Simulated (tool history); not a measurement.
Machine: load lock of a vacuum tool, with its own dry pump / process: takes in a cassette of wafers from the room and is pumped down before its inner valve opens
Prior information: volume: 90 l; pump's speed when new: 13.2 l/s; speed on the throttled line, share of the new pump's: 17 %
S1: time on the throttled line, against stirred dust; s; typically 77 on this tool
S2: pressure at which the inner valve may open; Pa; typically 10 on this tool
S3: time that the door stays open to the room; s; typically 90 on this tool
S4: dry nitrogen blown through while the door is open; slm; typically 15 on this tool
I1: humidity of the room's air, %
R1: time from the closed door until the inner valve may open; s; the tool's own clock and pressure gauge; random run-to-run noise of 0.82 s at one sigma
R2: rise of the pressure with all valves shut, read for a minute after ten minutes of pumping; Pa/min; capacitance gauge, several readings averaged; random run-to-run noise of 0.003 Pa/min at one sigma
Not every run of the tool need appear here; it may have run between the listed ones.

run    hour   S1  S2   S3  S4    I1     R1     R2
  1       0   77  10   90  15  44.6  138.3  0.065
  2   224.2   77  10   90  15    45  139.4  0.075
  3   374.6   77  10   90  25  44.3  138.8  0.059
  4   571.9   77  10   90  25  43.4  138.6   0.06
  5   711.1   77  10   49  25  44.3    140  0.051
  6   922.2   77  10   49  25  44.6  141.2  0.057
  7  1152.1   40  10   90  15    46  111.6  0.084
  8  1405.4   40   8   90  15  44.5    115  0.072
  9    1637   40   8   90  15  44.2  113.5  0.084
 10  1790.7   40   8   90  15  43.1  116.5  0.075
 11  2023.5   40   8   90  15  46.4  115.9  0.084
 12  2247.1   40   8   90  15  46.4  117.5   0.09
 13  2511.2  112  10   90   6  44.4    173  0.104
 14    2706   57  10   90   6  45.4  129.9    0.1
 15  2873.9   57  10   90   6  42.4  130.7  0.096
 16  2988.8   57  18   90   7    43    125  0.101
 17  3238.5   44  17   90  15  45.2  114.3  0.088
 18  3502.8   44  17   90  15  43.5  116.6  0.086
 19  3612.5  108  10   90  15  47.4  169.3  0.096
 20  3724.5   81   8   90  15  44.9  153.2  0.094
     3802.3  -- dry pump taken out, an overhauled one fitted
 21  3947.2   75  13  179  20  47.8  123.9  0.118
 22  4100.8   75  13  179  20  45.5  124.4  0.111

3 options for the next run, each taken on its own from the tool as it stands now. Forecast them:
  A  4263.1  50   8  190  15  46.5   ?   ?
  B  4263.1  75  15  171  14    48   ?   ?
  C  4263.1  94   7   50  15  46.3   ?   ?

run     R1     R2
  A  107.1  0.132
  B  124.4  0.131
  C  146.6  0.081
With the hidden condition removed and each run's random variation left untouched, the same runs would have given:
run     R1     R2
  A  105.8  0.077
  B  123.2  0.077
  C  145.4  0.025
